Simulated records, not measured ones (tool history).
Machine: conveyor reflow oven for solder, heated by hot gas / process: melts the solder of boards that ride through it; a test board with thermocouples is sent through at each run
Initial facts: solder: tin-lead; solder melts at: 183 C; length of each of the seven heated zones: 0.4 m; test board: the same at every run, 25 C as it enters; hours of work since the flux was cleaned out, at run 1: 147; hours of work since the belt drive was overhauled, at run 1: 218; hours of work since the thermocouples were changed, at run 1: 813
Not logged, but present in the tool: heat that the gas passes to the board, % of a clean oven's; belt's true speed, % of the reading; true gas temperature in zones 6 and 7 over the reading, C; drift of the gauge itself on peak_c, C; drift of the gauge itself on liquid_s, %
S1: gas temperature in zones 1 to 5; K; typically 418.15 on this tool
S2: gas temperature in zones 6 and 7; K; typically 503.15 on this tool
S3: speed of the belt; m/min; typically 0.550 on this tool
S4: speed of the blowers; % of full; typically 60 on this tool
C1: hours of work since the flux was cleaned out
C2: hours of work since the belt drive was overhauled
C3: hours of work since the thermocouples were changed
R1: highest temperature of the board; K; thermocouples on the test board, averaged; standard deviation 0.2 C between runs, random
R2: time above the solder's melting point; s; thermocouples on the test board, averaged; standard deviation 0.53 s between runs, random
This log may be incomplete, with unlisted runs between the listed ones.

run	hour	S1	S2	S3	S4	C1	C2	C3	R1	R2
1	0.0	418.15	503.15	0.550	60	147	218	813	489.55	67.7
2	48.4	418.15	517.15	0.550	60	172	244	838	502.05	76.6
3	109.7	418.15	517.15	0.550	60	204	276	870	502.05	77.3
4	171.2	423.15	503.15	0.550	60	237	308	903	490.35	71.9
5	211.9	418.15	503.15	0.550	60	258	330	924	489.35	68.7
6	276.2	418.15	503.15	0.550	60	292	363	958	489.55	68.3
7	322.1	418.15	503.15	0.550	75	316	388	982	492.75	71.7
8	378.0	418.15	503.15	0.550	75	345	417	1012	492.45	70.9
9	418.7	418.15	503.15	0.550	75	367	438	1033	492.55	71.6
10	455.9	418.15	503.15	0.550	75	386	458	1052	492.55	70.8
11	504.0	418.15	503.15	0.550	75	412	483	1078	492.05	70.6
12	590.8	418.15	503.15	0.550	75	457	529	1123	492.65	69.7
# hour 644.5: flux residue cleaned out of gas plates and filters
# hour 670.2: thermocouples of zones 6 and 7 changed
13	677.7	418.15	503.15	0.550	75	16	571	4	492.75	70.0
14	739.7	418.15	503.15	0.550	75	49	604	37	492.15	70.5
15	815.8	418.15	503.15	0.550	75	89	644	77	492.25	70.2
16	898.1	418.15	503.15	0.647	89	132	687	120	490.45	58.4
17	982.7	418.15	514.15	0.647	73	177	731	164	497.35	62.3
18	1045.4	418.15	514.15	0.647	73	210	764	197	497.15	62.9
19	1113.6	418.15	514.15	0.647	73	246	800	233	497.25	62.1
20	1165.9	418.15	514.15	0.647	73	273	828	261	497.05	61.6
21	1207.8	418.15	514.15	0.647	73	295	850	283	497.25	62.3
22	1249.6	418.15	508.15	0.571	60	317	872	305	492.95	68.5

Forecast run 23:
23	1320.5	418.15	508.15	0.571	60	355	909	342	?	?

Logged for run 23: R1 492.75 K, R2 68.4 s.
With the hidden condition absent and the run-to-run variation left alone, this run would have shown R1 492.85 K, R2 68.3 s.
